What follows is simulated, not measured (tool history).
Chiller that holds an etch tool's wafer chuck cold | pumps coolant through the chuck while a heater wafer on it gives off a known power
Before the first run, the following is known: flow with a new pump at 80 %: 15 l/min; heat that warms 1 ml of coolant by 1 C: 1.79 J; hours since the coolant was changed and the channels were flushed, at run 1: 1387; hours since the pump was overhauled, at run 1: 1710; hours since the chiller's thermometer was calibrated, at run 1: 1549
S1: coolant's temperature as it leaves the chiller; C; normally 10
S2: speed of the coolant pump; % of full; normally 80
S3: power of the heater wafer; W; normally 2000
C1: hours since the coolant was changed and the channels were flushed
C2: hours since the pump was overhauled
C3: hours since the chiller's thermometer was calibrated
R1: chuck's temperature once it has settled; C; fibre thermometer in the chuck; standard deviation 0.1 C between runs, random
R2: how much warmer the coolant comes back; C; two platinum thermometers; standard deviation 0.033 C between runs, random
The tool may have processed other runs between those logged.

run,hour,S1,S2,S3,C1,C2,C3,R1,R2
1,0,10,80,2000,1387,1710,1549,22.9,4.56
2,82.6,1,80,2000,1470,1792,1631,14,4.63
3,166,1,80,2000,1553,1876,1715,14.2,4.72
4,217.7,1,80,2000,1605,1927,1766,14.1,4.7
5,310.7,1,80,2000,1698,2020,1859,14.1,4.65
# hour 322.5: chiller's thermometer calibrated
6,370.1,10,80,2000,1757,2079,48,23.4,4.66
7,490.8,17,90,2128,1877,2199,168,30.3,4.42
8,603.6,7,64,1401,1990,2312,281,18.3,4.1
9,686.2,13,69,1020,2073,2395,364,20.9,2.8
10,796.4,13,69,1020,2183,2505,474,21,2.8
11,864,2,80,2000,2250,2573,541,15.6,4.72
# hour 914.6: chiller's thermometer calibrated, once more
12,983.4,2,94,1253,2369,2691,69,9.4,2.51

What if the next run were any one of these 3? Each begins from the tool's condition after run 12:
A,1065.9,2,83,1919,2451,2774,151,?,?
B,1065.9,2,76,1253,2451,2774,151,?,?
C,1065.9,16,80,2000,2451,2774,151,?,?

run,R1,R2
A,14.4,4.37
B,10.7,3.17
C,29.4,4.71
The same runs, with their run-to-run variation unchanged, on a tool lacking any hidden condition would have given:
run,R1,R2
A,13.1,4.13
B,9.8,3
C,28,4.45
